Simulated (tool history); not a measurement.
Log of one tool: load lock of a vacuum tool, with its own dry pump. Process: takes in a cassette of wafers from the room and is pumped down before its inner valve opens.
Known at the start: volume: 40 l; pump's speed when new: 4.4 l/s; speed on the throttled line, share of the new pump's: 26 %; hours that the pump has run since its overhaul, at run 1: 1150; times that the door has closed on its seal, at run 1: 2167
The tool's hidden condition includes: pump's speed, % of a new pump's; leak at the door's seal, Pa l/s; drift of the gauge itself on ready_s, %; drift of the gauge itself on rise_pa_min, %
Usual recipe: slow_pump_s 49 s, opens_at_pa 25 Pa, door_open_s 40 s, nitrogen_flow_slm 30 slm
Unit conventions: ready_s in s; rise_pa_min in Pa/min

run    hour  slow_pump_s  opens_at_pa  door_open_s  nitrogen_flow_slm  hours that the pump has run since its overhaul  times that the door has closed on its seal  incoming humidity of the room's air, %  ready_s  rise_pa_min
  1     0.0           49           25           40                 30                                            1150                                        2167                                    46.6    112.3        0.034
  2   363.0           49           25           40                 30                                            1512                                        3851                                    42.6    112.9        0.025
  3   593.0           49           25           40                 30                                            1742                                        4918                                    47.3    112.5        0.031
  4  1030.5           49           25           40                 30                                            2180                                        6948                                    42.6    112.9        0.029
  5  1496.6           49           25           40                 30                                            2646                                        9111                                    47.0    112.1        0.030
  6  1687.6           49           25           40                 30                                            2837                                        9998                                    45.8    112.4        0.031
  7  2149.5           49           20           40                 30                                            3299                                       12141                                    45.7    114.4        0.029
  8  2450.3           49           20           40                 30                                            3600                                       13537                                    41.5    114.1        0.030
  9  2756.3           49           20           40                 30                                            3906                                       14957                                    45.4    114.8        0.029
 10  3037.2           49           20           40                 30                                            4187                                       16260                                    42.4    115.7        0.026
 11  3237.4           49           20           40                 30                                            4387                                       17189                                    45.7    114.8        0.031
 12  3549.9           49           20           40                 30                                            4699                                       18639                                    46.7    115.4        0.029
 13  4010.5           94           44           59                 30                                            5160                                       20777                                    43.5    140.3        0.030
 14  4205.6           31           25           40                  6                                            5355                                       21682                                    43.0     98.3        0.050
     4646.2  -- door's seal changed, seat wiped
 15  4667.9           25           25          133                  6                                            5816                                         100                                    47.7     94.8        0.078
 16  5090.3           30           25           68                 30                                            6238                                        2060                                    42.6     97.9        0.030
 17  5388.1           30           41           68                 30                                            6536                                        3442                                    44.5     93.3        0.033
 18  5775.6           30           36           68                 30                                            6924                                        5240                                    43.9     94.6        0.027
 19  6072.4           50           28           40                  4                                            7220                                        6618                                    43.0    112.3        0.042
 20  6440.9           49           25          105                 30                                            7589                                        8327                                    45.5    112.0        0.042
 21  6724.8           49           25           40                 18                                            7873                                        9645                                    41.9    111.8        0.034
 22  7000.1           49           25           40                 18                                            8148                                       10922                                    46.8    113.0        0.036
 23  7282.7           49           25          154                 11                                            8431                                       12234                                    41.2    112.6        0.059
 24  7585.2           49           25          154                 11                                            8733                                       13637                                    45.3    112.4        0.067

Each row is a separate what-if for the run after 24, all from the same tool condition, not one after another. Results?
  A  7971.8           49           25          154                  5                                            9120                                       15431                                    43.5        ?            ?
  B  7971.8           97           33          139                 11                                            9120                                       15431                                    45.6        ?            ?
  C  7971.8           32           27           31                 11                                            9120                                       15431                                    43.7        ?            ?
  D  7971.8           49           25          154                  6                                            9120                                       15431                                    41.6        ?            ?
  E  7971.8           74           25          154                 11                                            9120                                       15431                                    46.1        ?            ?

run  ready_s  rise_pa_min
  A    111.2        0.069
  B    144.3        0.064
  C     98.6        0.032
  D    111.8        0.060
  E    130.3        0.063
With the hidden condition removed and each run's random variation left untouched, the same runs would have given:
run  ready_s  rise_pa_min
  A    111.2        0.068
  B    144.3        0.063
  C     98.5        0.030
  D    111.8        0.059
  E    130.3        0.062
